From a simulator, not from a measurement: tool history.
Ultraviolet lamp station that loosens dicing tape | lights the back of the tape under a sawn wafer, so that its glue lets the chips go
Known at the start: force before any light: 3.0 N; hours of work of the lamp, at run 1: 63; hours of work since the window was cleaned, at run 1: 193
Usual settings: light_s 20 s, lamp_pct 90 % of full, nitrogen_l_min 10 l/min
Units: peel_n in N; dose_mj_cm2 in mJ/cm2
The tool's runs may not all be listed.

run,day,light_s,lamp_pct,nitrogen_l_min,hours of work of the lamp,hours of work since the window was cleaned,peel_n,dose_mj_cm2
1,0.000,20,90,10,63,193,0.120,657
2,1.412,20,90,10,85,215,0.109,658
3,2.762,20,90,10,106,236,0.105,667
4,4.521,20,90,10,133,263,0.113,650
5,6.438,20,90,10,162,292,0.109,655
6,8.212,20,90,10,189,319,0.106,648
7,10.071,20,90,10,218,348,0.107,659
8,11.696,20,90,10,243,373,0.104,657
# day 12.096: window cleaned of glue's vapour
9,13.262,20,90,10,267,18,0.109,652
10,14.758,20,90,10,290,41,0.105,660
11,15.925,20,90,10,308,59,0.112,656
12,17.421,20,90,10,331,82,0.091,656
13,18.458,20,90,10,347,98,0.113,652
14,19.392,20,90,10,361,112,0.115,655
15,20.904,13,90,10,384,135,0.256,429
16,22.079,20,90,10,402,153,0.106,667
17,23.783,19,90,10,428,180,0.115,620
18,25.608,20,90,3,457,208,0.272,654
19,26.762,20,90,10,474,225,0.115,655
20,28.233,20,90,10,497,248,0.110,658
21,29.221,17,90,10,512,263,0.157,558
22,30.129,23,96,7,526,277,0.099,806
23,31.250,15,90,10,543,294,0.186,489
24,32.183,15,90,10,558,309,0.188,497
25,33.171,15,90,10,573,324,0.192,498
26,35.338,15,90,10,606,357,0.184,492
27,36.671,15,81,7,627,378,0.308,440
# day 36.850: window cleaned of glue's vapour
28,38.567,36,93,4,655,26,0.077,1220
29,39.579,20,90,3,671,42,0.275,659
30,41.700,20,90,3,704,75,0.282,657
31,42.621,10,85,6,718,89,0.649,308
32,44.742,10,85,6,750,121,0.660,312
33,46.558,33,88,10,778,149,0.072,1057
34,47.558,20,90,3,794,165,0.288,659
35,49.008,18,95,3,816,187,0.314,621
36,50.779,15,71,9,843,214,0.336,393
37,52.462,15,71,9,869,240,0.336,386
38,53.942,27,65,5,892,263,0.202,634
39,55.108,19,80,5,910,281,0.256,559
40,56.200,16,76,16,926,297,0.171,439
41,58.350,16,68,10,959,330,0.288,401
42,60.229,22,68,10,988,359,0.154,543

5 ways to go on from here, each from the tool as it stands after run 42. What would each give?
# day 61.508: window cleaned of glue's vapour
A,61.712,20,91,8,1011,3,?,?
# day 61.508: window cleaned of glue's vapour
B,61.712,33,70,4,1011,3,?,?
# day 61.508: window cleaned of glue's vapour
C,61.712,27,90,10,1011,3,?,?
# day 61.508: window cleaned of glue's vapour
D,61.712,12,68,10,1011,3,?,?
# day 61.508: window cleaned of glue's vapour
E,61.712,11,90,10,1011,3,?,?

run,peel_n,dose_mj_cm2
A,0.119,662
B,0.134,846
C,0.069,884
D,0.479,300
E,0.353,363
Without the tool's hidden state the same runs would have given:
run,peel_n,dose_mj_cm2
A,0.118,665
B,0.133,850
C,0.069,888
D,0.475,302
E,0.350,365
